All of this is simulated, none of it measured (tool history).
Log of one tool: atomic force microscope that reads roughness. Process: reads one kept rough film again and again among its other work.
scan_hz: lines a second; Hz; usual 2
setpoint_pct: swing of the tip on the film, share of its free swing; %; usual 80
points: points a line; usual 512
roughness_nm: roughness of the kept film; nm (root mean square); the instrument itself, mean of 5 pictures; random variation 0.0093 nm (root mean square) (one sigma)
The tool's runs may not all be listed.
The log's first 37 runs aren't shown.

run,hour,scan_hz,setpoint_pct,points,roughness_nm
# hour 2032.6: new tip fitted
38,2098.6,1.77,77,318,1.89
39,2143.2,0.72,80,512,1.866
# hour 2159.8: new tip fitted
40,2202.6,0.72,80,512,2.144
41,2238.4,0.72,80,512,1.998
# hour 2289.1: new tip fitted
42,2311.8,1.68,76,308,2.102
43,2351.1,2,63,399,2.054
44,2384.9,2,68,981,1.899
# hour 2416.3: new tip fitted
45,2452.6,2,68,981,2.1
46,2526,3.29,57,739,1.872
# hour 2546: new tip fitted
47,2562.2,3.29,57,739,2.26
48,2625.5,3.08,86,739,1.538
# hour 2672.3: new tip fitted
49,2673.8,0.75,72,377,2.384

Forecast each of these 3 alternatives for the next run:
A,2751.2,0.66,80,367,?
B,2751.2,1.36,66,682,?
C,2751.2,1.46,80,391,?

run,roughness_nm
A,1.985
B,2.032
C,1.853
Without the tool's hidden state the same runs would have given:
run,roughness_nm
A,2.332
B,2.386
C,2.178
